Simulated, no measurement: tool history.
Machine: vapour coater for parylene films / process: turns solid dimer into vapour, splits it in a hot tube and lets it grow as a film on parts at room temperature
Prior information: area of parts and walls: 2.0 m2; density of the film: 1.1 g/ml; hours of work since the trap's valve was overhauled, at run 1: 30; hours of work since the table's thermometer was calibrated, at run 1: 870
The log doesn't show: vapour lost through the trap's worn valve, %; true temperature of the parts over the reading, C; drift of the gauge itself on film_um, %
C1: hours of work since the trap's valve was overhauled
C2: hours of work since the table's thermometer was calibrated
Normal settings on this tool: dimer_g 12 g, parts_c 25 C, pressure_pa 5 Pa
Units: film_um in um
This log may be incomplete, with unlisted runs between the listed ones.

Run 1, hour 0: usual settings; C1 30; C2 870. Result: film_um 4.01 um.
Run 2, hour 49: usual settings; C1 69; C2 909. Result: film_um 4 um.
Run 3, hour 95.3: usual settings; C1 106; C2 945. Result: film_um 4.05 um.
Run 4, hour 122.1: usual settings; C1 127; C2 966. Result: film_um 3.99 um.
Run 5, hour 151.5: usual settings; C1 150; C2 990. Result: film_um 4 um.
Run 6, hour 180.7: usual settings but dimer_g 16 g; C1 173; C2 1013. Result: film_um 5.31 um.
Run 7, hour 203.8: usual settings but dimer_g 16 g; C1 192; C2 1031. Result: film_um 5.2 um.
Run 8, hour 242.1: usual settings but dimer_g 16 g; C1 222; C2 1061. Result: film_um 5.24 um.
Run 9, hour 263: usual settings but dimer_g 16 g; C1 238; C2 1078. Result: film_um 5.18 um.
Run 10, hour 285.8: usual settings but dimer_g 16 g; C1 256; C2 1096. Result: film_um 5.18 um.
Run 11, hour 311.2: usual settings; C1 276; C2 1116. Result: film_um 3.89 um.
Run 12, hour 334.5: usual settings; C1 295; C2 1134. Result: film_um 3.84 um.
Run 13, hour 368.9: usual settings; C1 322; C2 1161. Result: film_um 3.86 um.
Run 14, hour 401.2: usual settings but dimer_g 9 g, parts_c 34 C, pressure_pa 3.46 Pa; C1 348; C2 1187. Result: film_um 2.07 um.
At hour 404.3: table's thermometer calibrated.
Run 15, hour 434.5: usual settings but dimer_g 9 g, parts_c 34 C, pressure_pa 3.46 Pa; C1 373; C2 24. Result: film_um 2.08 um.
Run 16, hour 469.8: usual settings but dimer_g 9 g, parts_c 34 C, pressure_pa 3.46 Pa; C1 401; C2 52. Result: film_um 2.03 um.
Run 17, hour 515.7: usual settings but dimer_g 7 g, parts_c 34 C, pressure_pa 3.01 Pa; C1 437; C2 88. Result: film_um 1.59 um.
At hour 534.5: trap's valve overhauled.
At hour 542.1: table's thermometer calibrated, once more.
Run 18, hour 542.1: usual settings but dimer_g 7 g, parts_c 22 C, pressure_pa 4.72 Pa; C1 5; C2 0. Result: film_um 2.76 um.
Run 19, hour 575: usual settings but parts_c 17 C; C1 31; C2 26. Result: film_um 5.36 um.
Run 20, hour 613.3: usual settings but parts_c 17 C; C1 62; C2 56. Result: film_um 5.26 um.
Run 21, hour 641: usual settings but parts_c 17 C; C1 83; C2 78. Result: film_um 5.28 um.
Run 22, hour 687.2: usual settings but parts_c 18 C, pressure_pa 2.65 Pa; C1 120; C2 115. Result: film_um 5.26 um.
Run 23, hour 733.1: usual settings but parts_c 18 C, pressure_pa 2.65 Pa; C1 156; C2 151. Result: film_um 5.22 um.
Run 24, hour 761.9: usual settings but parts_c 18 C, pressure_pa 2.65 Pa; C1 179; C2 174. Result: film_um 5.15 um.
Run 25, hour 785.6: usual settings but parts_c 18 C, pressure_pa 2.65 Pa; C1 198; C2 192. Result: film_um 5.18 um.

Branching from run 25: 3 alternative next runs. What would each branch give?
Run A, hour 830.6: usual settings but dimer_g 19 g, parts_c 24 C, pressure_pa 6.52 Pa; C1 233; C2 228. Result: film_um ?.
Run B, hour 830.6: usual settings but dimer_g 10 g, parts_c 31 C, pressure_pa 4.7 Pa; C1 233; C2 228. Result: film_um ?.
Run C, hour 830.6: usual settings but dimer_g 11 g; C1 233; C2 228. Result: film_um ?.

run  film_um
  A     6.27
  B      2.6
  C     3.71
The same runs, with their run-to-run variation unchanged, on a tool lacking any hidden condition would have given:
run  film_um
  A     6.56
  B     2.72
  C     3.88

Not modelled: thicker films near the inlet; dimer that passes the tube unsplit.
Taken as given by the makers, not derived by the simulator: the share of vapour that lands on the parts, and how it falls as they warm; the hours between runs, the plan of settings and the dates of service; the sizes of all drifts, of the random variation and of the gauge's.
